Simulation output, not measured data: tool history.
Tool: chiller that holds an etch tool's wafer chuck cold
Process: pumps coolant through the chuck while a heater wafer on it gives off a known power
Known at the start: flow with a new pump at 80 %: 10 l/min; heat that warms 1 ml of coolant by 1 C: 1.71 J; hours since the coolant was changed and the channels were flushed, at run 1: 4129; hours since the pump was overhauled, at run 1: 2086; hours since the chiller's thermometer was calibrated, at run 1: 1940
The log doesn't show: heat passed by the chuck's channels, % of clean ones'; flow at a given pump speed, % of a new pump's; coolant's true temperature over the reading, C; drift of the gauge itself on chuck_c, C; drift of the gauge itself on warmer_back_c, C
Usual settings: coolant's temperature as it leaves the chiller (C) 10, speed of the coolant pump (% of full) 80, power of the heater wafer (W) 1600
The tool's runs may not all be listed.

run,hour,coolant's temperature as it leaves the chiller (C),speed of the coolant pump (% of full),power of the heater wafer (W),hours since the coolant was changed and the channels were flushed,hours since the pump was overhauled,hours since the chiller's thermometer was calibrated,chuck's temperature once it has settled (C),how much warmer the coolant comes back (C)
1,0,10,80,1600,4129,2086,1940,23.4,5.88
2,67.9,10,80,1600,4197,2154,2008,23.5,5.8
3,147.8,10,80,1600,4277,2234,2088,23.5,5.79
4,212.8,10,80,2205,4342,2299,2153,28.7,8.05
5,308.8,20,80,1600,4438,2395,2249,33.6,5.88
6,407.6,20,80,1600,4537,2493,2347,33.7,5.9
7,482.5,20,80,1600,4612,2568,2422,33.7,5.92
8,561,20,80,1600,4690,2647,2501,33.8,5.87
9,677.3,10,80,2165,4806,2763,2617,29,7.94
10,786.5,10,80,2165,4916,2872,2726,28.9,7.93
11,867.4,10,80,1600,4997,2953,2807,24,5.94
12,983.7,10,80,1600,5113,3070,2923,24.4,5.97
13,1048.7,10,80,1600,5178,3135,2988,24.4,5.92
14,1167.4,10,80,1600,5297,3253,3107,24.6,5.97
15,1242.1,10,80,1600,5371,3328,3182,24.6,5.95
# hour 1264.8: coolant changed, channels flushed
16,1346.5,10,80,1600,82,3426,3280,22,6.06
17,1435,9,92,867,170,3515,3369,15,2.78
18,1507.2,18,62,953,242,3587,3441,27.4,4.71
19,1585.5,18,74,953,321,3665,3519,26,3.93
20,1657.5,4,72,1834,393,3737,3591,19.4,7.74
21,1772.6,2,72,1834,508,3853,3706,17.3,7.8
# hour 1859: chiller's thermometer calibrated
22,1872.9,3,64,1337,607,3952,14,15.6,6.45
23,1932.6,18,64,1337,667,4011,74,30.3,6.53
24,2040.6,18,64,1337,775,4119,182,30.7,6.5
25,2141.4,18,64,1337,876,4220,282,30.8,6.47
26,2251.2,5,82,1600,985,4330,392,16.8,5.94
27,2321.9,5,99,1401,1056,4401,463,13.6,4.3
28,2399.5,5,92,1401,1134,4478,540,14.3,4.65
29,2478.6,7,61,1401,1213,4557,620,21.4,7.19
30,2545.9,10,80,1387,1280,4625,687,20.9,5.3
31,2633.1,10,80,1387,1367,4712,774,20.8,5.34
32,2687.9,10,80,1387,1422,4767,829,21,5.37

4 ways to go on from here, each from the tool as it stands after run 32. What would each give?
A,2741.4,3,81,913,1476,4820,882,?,?
B,2741.4,9,94,1383,1476,4820,882,?,?
C,2741.4,16,81,1285,1476,4820,882,?,?
D,2741.4,8,77,1387,1476,4820,882,?,?

run,chuck's temperature once it has settled (C),how much warmer the coolant comes back (C)
A,10.2,3.45
B,18.3,4.47
C,26,4.93
D,19.4,5.62
Without the tool's hidden state the same runs would have given:
run,chuck's temperature once it has settled (C),how much warmer the coolant comes back (C)
A,9.1,3.13
B,16.9,4.06
C,24.6,4.48
D,17.7,5.11

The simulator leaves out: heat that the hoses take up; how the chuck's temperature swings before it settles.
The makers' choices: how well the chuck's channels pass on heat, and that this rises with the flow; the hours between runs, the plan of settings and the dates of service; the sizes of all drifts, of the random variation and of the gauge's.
